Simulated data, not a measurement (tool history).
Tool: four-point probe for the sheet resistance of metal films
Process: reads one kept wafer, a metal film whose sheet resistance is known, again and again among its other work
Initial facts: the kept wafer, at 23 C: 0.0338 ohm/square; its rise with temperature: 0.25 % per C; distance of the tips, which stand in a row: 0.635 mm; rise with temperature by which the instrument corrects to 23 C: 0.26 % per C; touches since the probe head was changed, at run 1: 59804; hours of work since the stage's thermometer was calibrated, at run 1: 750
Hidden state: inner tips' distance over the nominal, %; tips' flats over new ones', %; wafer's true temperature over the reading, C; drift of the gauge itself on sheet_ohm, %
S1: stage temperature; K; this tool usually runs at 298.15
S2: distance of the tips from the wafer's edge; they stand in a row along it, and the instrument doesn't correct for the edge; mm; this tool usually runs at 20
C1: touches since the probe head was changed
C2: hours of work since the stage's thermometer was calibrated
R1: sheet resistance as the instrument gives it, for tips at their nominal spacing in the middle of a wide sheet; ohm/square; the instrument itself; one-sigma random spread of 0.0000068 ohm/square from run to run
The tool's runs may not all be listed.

| run | hour | S1 | S2 | C1 | C2 | R1 |
|---|---|---|---|---|---|---|
| 1 | 0 | 298.15 | 20 | 59804 | 750 | 0.033275 |
| 2 | 47 | 298.15 | 20 | 60877 | 773 | 0.033283 |
| 3 | 70.5 | 298.15 | 20 | 61414 | 784 | 0.033273 |
| 4 | 99.3 | 298.15 | 20 | 62070 | 798 | 0.033256 |
| 5 | 148.3 | 298.15 | 20 | 63191 | 822 | 0.033266 |
| 6 | 196.9 | 298.15 | 20 | 64299 | 846 | 0.033246 |
| 7 | 219 | 298.15 | 20 | 64803 | 857 | 0.033242 |
| 8 | 269 | 298.15 | 20 | 65946 | 881 | 0.033237 |
|  | 292.3 | new probe head fitted |
| 9 | 302.9 | 298.15 | 20 | 241 | 897 | 0.033729 |
| 10 | 346.6 | 296.15 | 20 | 1239 | 918 | 0.033721 |
| 11 | 392.7 | 296.15 | 20 | 2293 | 941 | 0.033712 |
| 12 | 443.3 | 296.15 | 20 | 3447 | 966 | 0.033707 |
| 13 | 479.3 | 298.15 | 24 | 4270 | 983 | 0.033706 |
| 14 | 511 | 298.15 | 48 | 4993 | 999 | 0.03367 |
| 15 | 548.6 | 295.15 | 19 | 5851 | 1017 | 0.033693 |
| 16 | 573.5 | 302.15 | 20 | 6420 | 1029 | 0.033683 |
| 17 | 611.1 | 292.15 | 4 | 7279 | 1048 | 0.03411 |
| 18 | 647.1 | 297.15 | 6 | 8101 | 1065 | 0.033856 |
| 19 | 670.4 | 302.15 | 36 | 8631 | 1077 | 0.03364 |
| 20 | 724.4 | 297.15 | 7 | 9866 | 1103 | 0.033799 |
| 21 | 753.3 | 294.15 | 14 | 10524 | 1117 | 0.033677 |
| 22 | 797.4 | 292.15 | 15 | 11532 | 1139 | 0.033672 |
| 23 | 849.2 | 292.15 | 47 | 12714 | 1164 | 0.033624 |
| 24 | 879.2 | 308.15 | 37 | 13401 | 1179 | 0.033609 |
| 25 | 901.3 | 292.15 | 27 | 13903 | 1190 | 0.033621 |
| 26 | 928.8 | 301.15 | 7 | 14533 | 1203 | 0.033744 |

Consider 5 possible next runs. They are alternatives, not a sequence: every one starts from the tool as it was left by run 26. What does each give?
| A | 981.3 | 306.15 | 19 | 15730 | 1229 | ? |
| B | 981.3 | 298.15 | 74 | 15730 | 1229 | ? |
| C | 981.3 | 301.15 | 50 | 15730 | 1229 | ? |
| D | 981.3 | 298.15 | 9 | 15730 | 1229 | ? |
| E | 981.3 | 302.15 | 70 | 15730 | 1229 | ? |

| run | R1 |
|---|---|
| A | 0.033604 |
| B | 0.033582 |
| C | 0.033603 |
| D | 0.033692 |
| E | 0.033592 |
With the hidden condition removed and each run's random variation left untouched, the same runs would have given:
| run | R1 |
|---|---|
| A | 0.033807 |
| B | 0.033784 |
| C | 0.033805 |
| D | 0.033895 |
| E | 0.033794 |

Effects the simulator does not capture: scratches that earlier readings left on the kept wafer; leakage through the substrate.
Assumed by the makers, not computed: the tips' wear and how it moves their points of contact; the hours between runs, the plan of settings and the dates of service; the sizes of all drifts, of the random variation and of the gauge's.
